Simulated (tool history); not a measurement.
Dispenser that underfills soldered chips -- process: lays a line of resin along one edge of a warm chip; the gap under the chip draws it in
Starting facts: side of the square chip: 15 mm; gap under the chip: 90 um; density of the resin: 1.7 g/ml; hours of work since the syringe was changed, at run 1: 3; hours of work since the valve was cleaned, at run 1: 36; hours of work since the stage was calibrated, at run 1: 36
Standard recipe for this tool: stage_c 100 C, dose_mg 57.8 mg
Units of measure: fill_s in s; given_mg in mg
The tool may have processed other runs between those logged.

run   hour  stage_c  dose_mg  hours of work since the syringe was changed  hours of work since the valve was cleaned  hours of work since the stage was calibrated  fill_s  given_mg
  1    0.0      100     57.8                                            3                                         36                                            36   206.1     56.27
  2    6.2      100     57.8                                            8                                         41                                            41   301.9     56.18
      10.3  -- new syringe of resin
  3   15.1      100     57.8                                            4                                         48                                            48   218.9     55.32
  4   21.2      100     57.8                                            9                                         53                                            53   338.5     55.46
      23.5  -- new syringe of resin
  5   35.3      100     53.5                                            9                                         64                                            64   342.4     51.05
      37.2  -- new syringe of resin
  6   48.0      100     55.3                                            9                                         73                                            73   321.4     52.07
      50.6  -- new syringe of resin
  7   56.2      100     63.0                                            4                                         80                                            80   227.6     59.14
      64.2  -- dispensing valve cleaned and set on the balance
      65.2  -- new syringe of resin
  8   67.9       98     57.8                                            2                                          3                                            88   213.2     57.48
      79.3  -- new syringe of resin
  9   79.3      100     57.8                                            0                                         12                                            97   160.6     57.35
 10   89.8      114     57.8                                            8                                         20                                           105   179.9     56.95
      93.2  -- new syringe of resin
 11  103.6       94     57.8                                            8                                         31                                           116   409.4     56.31
     106.3  -- new syringe of resin
 12  115.7       91     57.8                                            8                                         40                                           125   435.2     55.76
     119.5  -- new syringe of resin
 13  124.2      107     57.8                                            4                                         47                                           132   165.3     55.14
 14  132.0      100     49.9                                           10                                         53                                           138   378.0     47.68
     132.9  -- new syringe of resin
 15  141.2      102     50.3                                            7                                         60                                           145   268.3     47.61
     147.2  -- new syringe of resin
 16  150.3      100     58.5                                            3                                         67                                           152   202.2     54.81
 17  158.5      103     56.7                                            9                                         74                                           159   301.3     53.06
     160.9  -- new syringe of resin
 18  170.7      104     56.0                                            8                                         83                                           168   267.6     52.15
     174.4  -- new syringe of resin
     175.4  -- dispensing valve cleaned and set on the balance
 19  185.2      104     56.0                                            8                                          8                                           179   259.9     55.65
     189.4  -- new syringe of resin
 20  197.1       94     67.4                                            6                                         17                                           188   340.8     66.08
     202.8  -- new syringe of resin
 21  211.0      102     51.6                                            6                                         28                                           199   259.8     50.44
     216.0  -- new syringe of resin
 22  220.6      102     51.6                                            4                                         35                                           207   209.1     49.96
     229.4  -- new syringe of resin
 23  229.5      102     51.6                                            0                                         42                                           213   152.9     49.70
 24  239.4      102     51.6                                            8                                         50                                           221   288.7     49.47
     243.4  -- new syringe of resin
 25  246.3      103     54.4                                            2                                         55                                           226   183.1     52.13
     256.6  -- new syringe of resin
 26  257.6      100     63.2                                            1                                         64                                           235   177.4     59.76
     270.2  -- new syringe of resin
 27  270.3      101     49.8                                            0                                         74                                           245   162.7     46.87
 28  277.0      112     51.4                                            5                                         79                                           251   159.2     48.18

Hidden condition of the tool, last listed run before each entry between runs versus first listed run after:
Logged between run 2 and run 3: new syringe of resin (hour 10.3)
  resin's viscosity, % of fresh resin's: 189.2 -> 137.9; dose that the valve gives, % of what is set: 96.89 -> 96.33; true chip temperature over the reading, C: -0.51 -> -0.54
  difference, measured minus the result without the unlogged condition, fill_s: +145.9 -> +64.3 s; given_mg: -1.81 -> -2.11 mg
Logged between run 4 and run 5: new syringe of resin (hour 23.5)
  resin's viscosity, % of fresh resin's: 204 -> 213.9; dose that the valve gives, % of what is set: 95.94 -> 95.02; true chip temperature over the reading, C: -0.55 -> -0.6
  difference, measured minus the result without the unlogged condition, fill_s: +177.0 -> +187.5 s; given_mg: -2.35 -> -2.67 mg
Logged between run 5 and run 6: new syringe of resin (hour 37.2)
  resin's viscosity, % of fresh resin's: 213.9 -> 197.1; dose that the valve gives, % of what is set: 95.02 -> 94.2; true chip temperature over the reading, C: -0.6 -> -0.64
  difference, measured minus the result without the unlogged condition, fill_s: +187.5 -> +163.9 s; given_mg: -2.67 -> -3.21 mg
Logged between run 6 and run 7: new syringe of resin (hour 50.6)
  resin's viscosity, % of fresh resin's: 197.1 -> 142.6; dose that the valve gives, % of what is set: 94.2 -> 93.68; true chip temperature over the reading, C: -0.64 -> -0.67
  difference, measured minus the result without the unlogged condition, fill_s: +163.9 -> +73.1 s; given_mg: -3.21 -> -3.99 mg
Logged between run 7 and run 8: dispensing valve cleaned and set on the balance (hour 64.2); new syringe of resin (hour 65.2)
  resin's viscosity, % of fresh resin's: 142.6 -> 119.6; dose that the valve gives, % of what is set: 93.68 -> 99.6; true chip temperature over the reading, C: -0.67 -> -0.7
  difference, measured minus the result without the unlogged condition, fill_s: +73.1 -> +40.3 s; given_mg: -3.99 -> -0.23 mg
Logged between run 8 and run 9: new syringe of resin (hour 79.3)
  resin's viscosity, % of fresh resin's: 119.6 -> 99.5; dose that the valve gives, % of what is set: 99.6 -> 98.92; true chip temperature over the reading, C: -0.7 -> -0.74
  difference, measured minus the result without the unlogged condition, fill_s: +40.3 -> +4.3 s; given_mg: -0.23 -> -0.63 mg
Logged between run 10 and run 11: new syringe of resin (hour 93.2)
  resin's viscosity, % of fresh resin's: 196.3 -> 196.7; dose that the valve gives, % of what is set: 98.19 -> 97.3; true chip temperature over the reading, C: -0.77 -> -0.81
  difference, measured minus the result without the unlogged condition, fill_s: +91.2 -> +209.0 s; given_mg: -1.05 -> -1.56 mg
Logged between run 11 and run 12: new syringe of resin (hour 106.3)
  resin's viscosity, % of fresh resin's: 196.7 -> 183.2; dose that the valve gives, % of what is set: 97.3 -> 96.46; true chip temperature over the reading, C: -0.81 -> -0.85
  difference, measured minus the result without the unlogged condition, fill_s: +209.0 -> +207.1 s; given_mg: -1.56 -> -2.05 mg
Logged between run 12 and run 13: new syringe of resin (hour 119.5)
  resin's viscosity, % of fresh resin's: 183.2 -> 135.1; dose that the valve gives, % of what is set: 96.46 -> 95.91; true chip temperature over the reading, C: -0.85 -> -0.88
  difference, measured minus the result without the unlogged condition, fill_s: +207.1 -> +47.7 s; given_mg: -2.05 -> -2.35 mg
Logged between run 14 and run 15: new syringe of resin (hour 132.9)
  resin's viscosity, % of fresh resin's: 223.6 -> 172.2; dose that the valve gives, % of what is set: 95.36 -> 94.74; true chip temperature over the reading, C: -0.91 -> -0.93
  difference, measured minus the result without the unlogged condition, fill_s: +216.5 -> +120.0 s; given_mg: -2.32 -> -2.65 mg
Logged between run 15 and run 16: new syringe of resin (hour 147.2)
  resin's viscosity, % of fresh resin's: 172.2 -> 121.8; dose that the valve gives, % of what is set: 94.74 -> 94.13; true chip temperature over the reading, C: -0.93 -> -0.96
  difference, measured minus the result without the unlogged condition, fill_s: +120.0 -> +43.8 s; given_mg: -2.65 -> -3.43 mg
Logged between run 17 and run 18: new syringe of resin (hour 160.9)
  resin's viscosity, % of fresh resin's: 205.7 -> 191.1; dose that the valve gives, % of what is set: 93.61 -> 92.83; true chip temperature over the reading, C: -0.99 -> -1.03
  difference, measured minus the result without the unlogged condition, fill_s: +161.9 -> +134.8 s; given_mg: -3.62 -> -4.02 mg
Logged between run 18 and run 19: new syringe of resin (hour 174.4); dispensing valve cleaned and set on the balance (hour 175.4)
  resin's viscosity, % of fresh resin's: 191.1 -> 188.1; dose that the valve gives, % of what is set: 92.83 -> 99.36; true chip temperature over the reading, C: -1.03 -> -1.07
  difference, measured minus the result without the unlogged condition, fill_s: +134.8 -> +127.8 s; given_mg: -4.02 -> -0.35 mg
Logged between run 19 and run 20: new syringe of resin (hour 189.4)
  resin's viscosity, % of fresh resin's: 188.1 -> 165.3; dose that the valve gives, % of what is set: 99.36 -> 98.55; true chip temperature over the reading, C: -1.07 -> -1.11
  difference, measured minus the result without the unlogged condition, fill_s: +127.8 -> +144.4 s; given_mg: -0.35 -> -0.98 mg
Logged between run 20 and run 21: new syringe of resin (hour 202.8)
  resin's viscosity, % of fresh resin's: 165.3 -> 170.3; dose that the valve gives, % of what is set: 98.55 -> 97.72; true chip temperature over the reading, C: -1.11 -> -1.15
  difference, measured minus the result without the unlogged condition, fill_s: +144.4 -> +114.9 s; given_mg: -0.98 -> -1.18 mg
Logged between run 21 and run 22: new syringe of resin (hour 216.0)
  resin's viscosity, % of fresh resin's: 170.3 -> 135.8; dose that the valve gives, % of what is set: 97.72 -> 97.09; true chip temperature over the reading, C: -1.15 -> -1.18
  difference, measured minus the result without the unlogged condition, fill_s: +114.9 -> +63.3 s; given_mg: -1.18 -> -1.50 mg
Logged between run 22 and run 23: new syringe of resin (hour 229.4)
  resin's viscosity, % of fresh resin's: 135.8 -> 98.8; dose that the valve gives, % of what is set: 97.09 -> 96.52; true chip temperature over the reading, C: -1.18 -> -1.21
  difference, measured minus the result without the unlogged condition, fill_s: +63.3 -> +6.7 s; given_mg: -1.50 -> -1.80 mg
Logged between run 24 and run 25: new syringe of resin (hour 243.4)
  resin's viscosity, % of fresh resin's: 186.8 -> 120.9; dose that the valve gives, % of what is set: 95.87 -> 95.47; true chip temperature over the reading, C: -1.24 -> -1.26
  difference, measured minus the result without the unlogged condition, fill_s: +142.9 -> +40.3 s; given_mg: -2.13 -> -2.47 mg
Logged between run 25 and run 26: new syringe of resin (hour 256.6)
  resin's viscosity, % of fresh resin's: 120.9 -> 107.2; dose that the valve gives, % of what is set: 95.47 -> 94.71; true chip temperature over the reading, C: -1.26 -> -1.3
  difference, measured minus the result without the unlogged condition, fill_s: +40.3 -> +21.2 s; given_mg: -2.47 -> -3.34 mg
Logged between run 26 and run 27: new syringe of resin (hour 270.2)
  resin's viscosity, % of fresh resin's: 107.2 -> 98.9; dose that the valve gives, % of what is set: 94.71 -> 93.92; true chip temperature over the reading, C: -1.3 -> -1.34
  difference, measured minus the result without the unlogged condition, fill_s: +21.2 -> +9.3 s; given_mg: -3.34 -> -3.03 mg
